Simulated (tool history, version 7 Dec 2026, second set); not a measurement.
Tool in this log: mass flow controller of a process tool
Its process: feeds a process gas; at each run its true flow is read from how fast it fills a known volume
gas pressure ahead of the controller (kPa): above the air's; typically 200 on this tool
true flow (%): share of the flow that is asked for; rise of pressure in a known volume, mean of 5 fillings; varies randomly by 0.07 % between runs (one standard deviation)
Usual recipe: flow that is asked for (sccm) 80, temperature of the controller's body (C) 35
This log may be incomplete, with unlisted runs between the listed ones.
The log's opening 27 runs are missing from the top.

run	hour	flow that is asked for (sccm)	gas pressure ahead of the controller (kPa)	temperature of the controller's body (C)	hours of work since the controller was set to zero	hours of work since the controller was changed	true flow (%)
28	5633	29	187	34	2915	8482	97.04
29	5926.6	80	200	34	3104	8672	98.66
30	6113.1	85	151	29	3224	8792	99.1
31	6300.8	85	150	30	3345	8913	98.81
32	6540.2	80	153	23	3499	9067	98.91
33	6819.5	24	171	35	3679	9247	96.53
34	7125.7	14	200	30	3877	9444	96.47
35	7397.1	28	200	36	4052	9619	96.51
36	7662.4	78	167	36	4223	9790	98.07

Run 37 comes next. What will it give?
37	7804.2	73	265	27	4314	9881	?

{"run 37": {"true flow (%)": 98.63}}
Without the tool's hidden state the same run would have given true flow (%) 99.19.
